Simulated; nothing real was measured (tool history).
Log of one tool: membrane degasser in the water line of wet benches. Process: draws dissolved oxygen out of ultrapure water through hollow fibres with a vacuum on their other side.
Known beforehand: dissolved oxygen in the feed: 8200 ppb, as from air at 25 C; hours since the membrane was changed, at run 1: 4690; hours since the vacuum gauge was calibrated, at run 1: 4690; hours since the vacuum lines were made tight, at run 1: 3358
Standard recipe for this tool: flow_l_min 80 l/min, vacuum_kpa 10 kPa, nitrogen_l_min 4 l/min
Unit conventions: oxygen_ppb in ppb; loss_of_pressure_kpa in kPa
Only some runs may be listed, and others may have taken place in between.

run	hour	flow_l_min	vacuum_kpa	nitrogen_l_min	hours since the membrane was changed	hours since the vacuum gauge was calibrated	hours since the vacuum lines were made tight	oxygen_ppb	loss_of_pressure_kpa
1	0	80	10	4	4690	4690	3358	299.9	57.06
2	50.6	80	10	5.96	4740	4740	3409	215.6	56.93
3	146.5	74	10	5.96	4836	4836	3505	201.9	52.78
4	205.2	74	10	5.96	4895	4895	3563	200.5	52.91
5	289.2	74	10	5.96	4979	4979	3647	198.2	53.13
6	404.9	80	10	4	5094	5094	3763	302.3	57.73
7	456.8	88	15.1	6.82	5146	5146	3815	354.6	63.36
8	537.6	88	15.1	6.82	5227	5227	3896	349.7	63.38
9	626.9	73	15.1	6.82	5316	5316	3985	295.2	52.75
10	719.2	51	15.1	8.09	5409	5409	4077	179.3	36.69
11	777.7	62	23.7	6.77	5467	5467	4136	433.2	44.66

What would each run have given without the hidden state, its run-to-run variation left as it was?
The tool's hidden condition here consists of: membrane still open, %; true pressure behind the membrane over the reading, kPa; air that leaks in behind the membrane, l/min; drift of the gauge itself on oxygen_ppb, %; drift of the gauge itself on loss_of_pressure_kpa, %.
run	loss_of_pressure_kpa
1	57
2	56.82
3	52.6
4	52.68
5	52.84
6	57.31
7	62.85
8	62.79
9	52.19
10	36.24
11	44.08
oxygen_ppb: at most 0.4 ppb away from the measurement, every run.
